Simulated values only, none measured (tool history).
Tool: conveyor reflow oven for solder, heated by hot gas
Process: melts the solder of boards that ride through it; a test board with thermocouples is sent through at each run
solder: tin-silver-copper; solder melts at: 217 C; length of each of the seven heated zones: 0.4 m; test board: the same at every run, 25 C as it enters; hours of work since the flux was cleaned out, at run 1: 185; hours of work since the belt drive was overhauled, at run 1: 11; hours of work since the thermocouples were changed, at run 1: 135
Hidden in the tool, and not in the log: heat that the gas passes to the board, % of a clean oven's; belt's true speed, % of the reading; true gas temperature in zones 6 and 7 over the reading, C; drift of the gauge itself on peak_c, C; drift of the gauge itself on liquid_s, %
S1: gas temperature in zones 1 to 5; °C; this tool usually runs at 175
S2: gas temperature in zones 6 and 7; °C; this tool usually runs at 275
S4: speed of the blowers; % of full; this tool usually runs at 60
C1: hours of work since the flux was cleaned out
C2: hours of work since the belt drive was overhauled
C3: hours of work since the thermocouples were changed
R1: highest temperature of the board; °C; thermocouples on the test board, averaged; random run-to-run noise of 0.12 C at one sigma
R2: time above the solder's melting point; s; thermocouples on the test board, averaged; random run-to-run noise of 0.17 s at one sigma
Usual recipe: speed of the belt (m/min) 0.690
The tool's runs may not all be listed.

{"run": 1, "hour": 0.0, "S1": 175, "S2": 275, "speed of the belt (m/min)": 0.69, "S4": 60, "C1": 185, "C2": 11, "C3": 135, "R1": 259.4, "R2": 56.6}
{"run": 2, "hour": 9.4, "S1": 167, "S2": 275, "speed of the belt (m/min)": 0.69, "S4": 60, "C1": 189, "C2": 15, "C3": 139, "R1": 258.0, "R2": 53.3}
{"run": 3, "hour": 25.9, "S1": 167, "S2": 275, "speed of the belt (m/min)": 0.69, "S4": 60, "C1": 196, "C2": 22, "C3": 146, "R1": 258.0, "R2": 53.4}
{"run": 4, "hour": 43.4, "S1": 167, "S2": 275, "speed of the belt (m/min)": 0.69, "S4": 60, "C1": 203, "C2": 30, "C3": 154, "R1": 258.0, "R2": 53.7}
{"run": 5, "hour": 61.7, "S1": 175, "S2": 275, "speed of the belt (m/min)": 0.69, "S4": 60, "C1": 211, "C2": 37, "C3": 162, "R1": 259.3, "R2": 56.6}
{"run": 6, "hour": 83.2, "S1": 175, "S2": 275, "speed of the belt (m/min)": 0.69, "S4": 60, "C1": 220, "C2": 47, "C3": 171, "R1": 259.0, "R2": 56.8}
{"run": 7, "hour": 103.8, "S1": 175, "S2": 275, "speed of the belt (m/min)": 0.69, "S4": 60, "C1": 229, "C2": 55, "C3": 179, "R1": 259.3, "R2": 56.5}
{"run": 8, "hour": 119.2, "S1": 175, "S2": 276, "speed of the belt (m/min)": 0.69, "S4": 60, "C1": 235, "C2": 62, "C3": 186, "R1": 260.1, "R2": 56.9}
{"run": 9, "hour": 138.1, "S1": 175, "S2": 276, "speed of the belt (m/min)": 0.768, "S4": 60, "C1": 243, "C2": 70, "C3": 194, "R1": 256.4, "R2": 48.4}
{"run": 10, "hour": 154.9, "S1": 175, "S2": 275, "speed of the belt (m/min)": 0.69, "S4": 60, "C1": 251, "C2": 77, "C3": 201, "R1": 259.4, "R2": 56.7}
{"run": 11, "hour": 164.6, "S1": 175, "S2": 275, "speed of the belt (m/min)": 0.69, "S4": 60, "C1": 255, "C2": 81, "C3": 205, "R1": 259.3, "R2": 56.5}
{"run": 12, "hour": 178.6, "S1": 175, "S2": 275, "speed of the belt (m/min)": 0.69, "S4": 60, "C1": 261, "C2": 87, "C3": 211, "R1": 259.2, "R2": 56.4}
{"run": 13, "hour": 188.9, "S1": 175, "S2": 264, "speed of the belt (m/min)": 0.69, "S4": 60, "C1": 265, "C2": 91, "C3": 215, "R1": 249.3, "R2": 50.5}
{"run": 14, "hour": 201.2, "S1": 175, "S2": 264, "speed of the belt (m/min)": 0.69, "S4": 60, "C1": 270, "C2": 96, "C3": 221, "R1": 249.4, "R2": 50.6}
{"hour": 206.4, "done": "belt drive overhauled, speed set with a stopwatch"}
{"run": 15, "hour": 221.3, "S1": 175, "S2": 264, "speed of the belt (m/min)": 0.69, "S4": 60, "C1": 277, "C2": 6, "C3": 227, "R1": 249.5, "R2": 50.7}
{"hour": 227.4, "done": "flux residue cleaned out of gas plates and filters"}
{"run": 16, "hour": 240.7, "S1": 175, "S2": 275, "speed of the belt (m/min)": 0.69, "S4": 60, "C1": 6, "C2": 12, "C3": 233, "R1": 261.0, "R2": 57.8}
{"run": 17, "hour": 259.9, "S1": 160, "S2": 275, "speed of the belt (m/min)": 0.69, "S4": 81, "C1": 14, "C2": 20, "C3": 242, "R1": 263.7, "R2": 55.9}

Expected results for the next run?
{"hour": 270.8, "done": "belt drive overhauled, speed set with a stopwatch, once more"}
{"run": 18, "hour": 280.9, "S1": 160, "S2": 275, "speed of the belt (m/min)": 0.69, "S4": 81, "C1": 21, "C2": 4, "C3": 249, "R1": "?", "R2": "?"}

{"run 18": {"R1": 263.5, "R2": 55.7}}
On a tool with no hidden condition, and with the same random variation, this run would have come out at R1 262.8 °C, R2 55.5 s.

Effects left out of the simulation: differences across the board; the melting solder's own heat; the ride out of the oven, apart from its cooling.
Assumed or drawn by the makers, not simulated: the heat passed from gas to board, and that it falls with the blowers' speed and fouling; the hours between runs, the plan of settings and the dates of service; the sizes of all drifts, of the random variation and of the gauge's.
